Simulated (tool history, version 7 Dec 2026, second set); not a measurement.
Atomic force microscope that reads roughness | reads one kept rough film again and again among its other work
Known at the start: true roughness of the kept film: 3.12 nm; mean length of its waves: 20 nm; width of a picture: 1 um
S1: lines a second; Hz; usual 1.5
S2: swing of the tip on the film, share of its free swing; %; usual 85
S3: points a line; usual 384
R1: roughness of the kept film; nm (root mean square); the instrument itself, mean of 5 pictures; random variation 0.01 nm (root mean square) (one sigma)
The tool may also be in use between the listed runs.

run   hour    S1  S2   S3     R1
  1      0   1.5  85  384  2.424
  2    9.9   1.5  85  407  2.337
  3   19.2   1.5  79  384   2.33
  4   28.3   1.5  85  384  2.204
  5   41.9   1.5  85  384  2.127
  6   56.8   1.5  61  384  2.198
  7   67.1   1.5  63  384  2.113
      71.2  -- new tip fitted
  8   78.5   1.5  85  384  2.333
  9   94.2   1.5  85  330  2.226
 10  108.4   2.3  85  384  2.078
 11  118.3   2.3  85  384  2.005
 12  130.8   2.3  85  462  1.951
 13  141.8   2.3  85  462   1.89
     145.5  -- new tip fitted
 14  154.1   1.5  85  638  2.375
 15  174.7  1.88  89  774  2.143
 16  184.7  1.88  89  774  2.059
 17    195  1.14  82  348  2.133

Run 18 comes next. What will it give?
 18  210.4  2.64  72  348   ?

{"run 18": {"R1": 2.017}}
Without the tool's hidden state the same run would have given R1 2.433 nm (root mean square).
